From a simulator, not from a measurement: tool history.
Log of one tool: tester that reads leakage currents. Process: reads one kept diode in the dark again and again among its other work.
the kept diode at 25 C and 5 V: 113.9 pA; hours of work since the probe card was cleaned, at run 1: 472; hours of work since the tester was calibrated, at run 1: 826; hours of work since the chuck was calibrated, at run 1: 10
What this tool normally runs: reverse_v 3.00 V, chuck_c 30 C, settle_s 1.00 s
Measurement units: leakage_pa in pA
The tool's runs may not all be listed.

run    hour  reverse_v  chuck_c  settle_s  hours of work since the probe card was cleaned  hours of work since the tester was calibrated  hours of work since the chuck was calibrated  leakage_pa
  1     0.0       3.00       30      1.00                                             472                                            826                                            10      137.59
  2   104.8       3.00       30      1.00                                             547                                            901                                            85      137.78
  3   177.9       3.00       30      1.00                                             599                                            953                                           137      136.66
  4   303.3       3.00       36      1.00                                             689                                           1043                                           227      208.27
  5   364.2       3.00       36      1.00                                             733                                           1087                                           270      206.69
  6   483.7       3.00       36      1.00                                             818                                           1172                                           356      205.66
  7   613.0       3.00       36      1.00                                             910                                           1264                                           448      205.84
  8   735.5       3.00       36      1.00                                             998                                           1352                                           536      205.78
  9   821.7       3.00       39      1.00                                            1060                                           1414                                           597      250.23
 10   926.4       3.00       39      1.00                                            1135                                           1489                                           672      248.53
 11  1012.6       1.99       39      1.00                                            1196                                           1550                                           734      212.33
 12  1111.5       1.99       39      0.64                                            1267                                           1621                                           805      213.04
 13  1197.8       1.99       39      0.64                                            1329                                           1683                                           866      211.88
 14  1271.2       1.99       39      1.13                                            1381                                           1735                                           919      211.48
 15  1381.1       3.00       30      1.00                                            1460                                           1814                                           997      131.58
 16  1478.7       3.00       30      8.82                                            1530                                           1883                                          1067      131.72
 17  1544.4       4.31       30      8.82                                            1576                                           1930                                          1114      150.14
 18  1635.0       4.31       30      8.82                                            1641                                           1995                                          1179      149.27
 19  1717.8       4.31       30      8.82                                            1701                                           2054                                          1238      150.12
 20  1773.1       3.00       30      7.66                                            1740                                           2094                                          1278      129.94
 21  1894.1       3.00       30      7.66                                            1827                                           2180                                          1364      130.26
 22  1951.7       3.00       30      7.66                                            1868                                           2222                                          1405      129.38
 23  2076.6       3.00       30      7.66                                            1957                                           2311                                          1495      129.20
 24  2196.4       4.06       26      0.91                                            2043                                           2397                                          1580      109.56
 25  2256.9      14.48       26      1.53                                            2086                                           2440                                          1624      178.83
 26  2326.9       6.96       55      8.28                                            2136                                           2490                                          1674      910.85
 27  2436.5       3.00       30      9.72                                            2214                                           2568                                          1752      127.64
 28  2537.6       3.00       30      9.72                                            2287                                           2641                                          1824      127.35
 29  2653.5       5.63       30      1.00                                            2370                                           2723                                          1907      161.79
 30  2729.7       5.63       31      0.34                                            2424                                           2778                                          1962      176.99
 31  2829.3       2.95       36      4.10                                            2495                                           2849                                          2033      190.32
 32  2938.5       1.19       57      0.93                                            2573                                           2927                                          2111      521.03
     2955.4  -- chuck's temperature calibrated
 33  3033.6      15.20       30      4.23                                            2640                                           2994                                            56      263.62
 34  3094.8      15.20       30      4.23                                            2684                                           3038                                           100      264.61
 35  3196.8      15.20       39      4.23                                            2757                                           3111                                           173      476.61
 36  3263.0       7.20       30      1.30                                            2804                                           3158                                           220      195.05
 37  3378.4       7.20       30      1.30                                            2886                                           3240                                           302      194.59
 38  3485.0       1.53       30      0.56                                            2963                                           3317                                           379      107.58
     3572.7  -- tester calibrated
 39  3604.5       1.32       30      0.56                                            3047                                             23                                           463       99.97
 40  3734.3       1.32       24      0.57                                            3140                                            116                                           556       65.06

Entry by entry between the runs, the difference in hidden state between the last listed run before and the first listed run after:
Logged between run 32 and run 33: chuck's temperature calibrated (hour 2955.4)
  stray current of the dirty probe card, pA a volt: 0.622 -> 0.639; current scale over the true one, %: 1.07 -> 1.1; true chuck temperature over the reading, C: -1.43 -> 0.14
  difference, measured minus the result without the unlogged condition, leakage_pa: -40.16 -> +14.83 pA
Logged between run 38 and run 39: tester calibrated (hour 3572.7)
  stray current of the dirty probe card, pA a volt: 0.71 -> 0.73; current scale over the true one, %: 1.23 -> -0.04; true chuck temperature over the reading, C: -0.09 -> -0.15
  difference, measured minus the result without the unlogged condition, leakage_pa: +1.66 -> -0.19 pA
